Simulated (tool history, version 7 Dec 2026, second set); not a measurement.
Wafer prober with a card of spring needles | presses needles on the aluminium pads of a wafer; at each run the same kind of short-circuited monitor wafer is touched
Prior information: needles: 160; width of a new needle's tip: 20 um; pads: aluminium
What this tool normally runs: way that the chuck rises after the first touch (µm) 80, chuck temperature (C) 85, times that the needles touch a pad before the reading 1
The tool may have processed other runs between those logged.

run   hour  way that the chuck rises after the first touch (µm)  chuck temperature (C)  times that the needles touch a pad before the reading  resistance of one needle with its contact and lead (mohm)  way that a needle slides on the pad (µm)
  1    0.0                                                   80                     85                                                      1                                                        205                                     20.69
  2    7.2                                                   96                     85                                                      1                                                        202                                     24.86
      13.9  -- tips cleaned on abrasive film
  3   14.7                                                   80                     85                                                      1                                                        203                                     20.69
  4   21.8                                                   80                     85                                                      1                                                        204                                     20.72
  5   27.9                                                   80                     85                                                      1                                                        207                                     20.74
      33.0  -- tips cleaned on abrasive film
  6   38.8                                                   80                     85                                                      1                                                        210                                     20.74
  7   45.6                                                   80                     85                                                      1                                                        206                                     20.73
      52.1  -- tips cleaned on abrasive film
  8   52.4                                                   80                     85                                                      1                                                        206                                     20.73
  9   62.6                                                   80                     85                                                      1                                                        207                                     20.76
      71.8  -- tips cleaned on abrasive film
 10   72.2                                                   80                     85                                                      1                                                        208                                     20.73
 11   80.9                                                   80                     38                                                      1                                                        193                                     20.70
      90.7  -- tips cleaned on abrasive film
 12   90.8                                                   80                     38                                                      1                                                        195                                     20.69
 13   97.8                                                   80                    119                                                      1                                                        214                                     20.69
 14  106.3                                                   80                    119                                                      1                                                        212                                     20.68
     109.8  -- tips cleaned on abrasive film
 15  117.6                                                   80                    119                                                      1                                                        214                                     20.72
 16  123.7                                                   80                     85                                                      1                                                        205                                     20.71
     129.1  -- tips cleaned on abrasive film
 17  132.4                                                   80                     85                                                      1                                                        207                                     20.68
 18  143.0                                                   80                     41                                                      1                                                        200                                     20.74
     148.3  -- tips cleaned on abrasive film
 19  154.3                                                   83                     26                                                      1                                                        194                                     21.53
 20  165.6                                                   61                     42                                                      2                                                        207                                     15.80
     167.9  -- tips cleaned on abrasive film
 21  170.5                                                   61                     42                                                      2                                                        202                                     15.78
 22  180.8                                                   64                     43                                                      1                                                        204                                     16.57
 23  186.1                                                   92                     83                                                      1                                                        205                                     23.85
     187.7  -- tips cleaned on abrasive film
 24  191.6                                                   71                     85                                                      1                                                        210                                     18.40
 25  200.8                                                   63                    121                                                      2                                                        219                                     16.34
     207.0  -- tips cleaned on abrasive film
 26  208.0                                                   83                     42                                                      2                                                        194                                     21.52
 27  214.1                                                   80                     85                                                      2                                                        211                                     20.72
 28  223.8                                                   73                     83                                                      1                                                        211                                     18.90
     226.0  -- tips cleaned on abrasive film
 29  230.0                                                   73                     83                                                      1                                                        207                                     18.89
 30  240.5                                                   79                     78                                                      2                                                        206                                     20.45
     245.6  -- tips cleaned on abrasive film
 31  247.3                                                   91                     64                                                      2                                                        199                                     23.59
 32  253.6                                                   79                     32                                                      1                                                        195                                     20.47
 33  260.7                                                   95                     32                                                      2                                                        192                                     24.63
     264.7  -- tips cleaned on abrasive film
 34  265.5                                                   70                     28                                                      2                                                        196                                     18.14
 35  274.3                                                   80                     30                                                      3                                                        195                                     20.73

What if the next run were any one of these 4? Each begins from the tool's condition after run 35:
  A  279.3                                                   80                     30                                                      1                                                          ?                                         ?
  B  279.3                                                   98                     53                                                      2                                                          ?                                         ?
  C  279.3                                                   70                     37                                                      1                                                          ?                                         ?
  D  279.3                                                   72                     67                                                      2                                                          ?                                         ?

run  resistance of one needle with its contact and lead (mohm)  way that a needle slides on the pad (µm)
  A                                                        192                                     20.68
  B                                                        196                                     25.39
  C                                                        197                                     18.14
  D                                                        205                                     18.63
Stripped of hidden state, with their random variation kept, the same runs would have yielded:
run  resistance of one needle with its contact and lead (mohm)  way that a needle slides on the pad (µm)
  A                                                        191                                     20.68
  B                                                        195                                     25.39
  C                                                        196                                     18.14
  D                                                        205                                     18.63
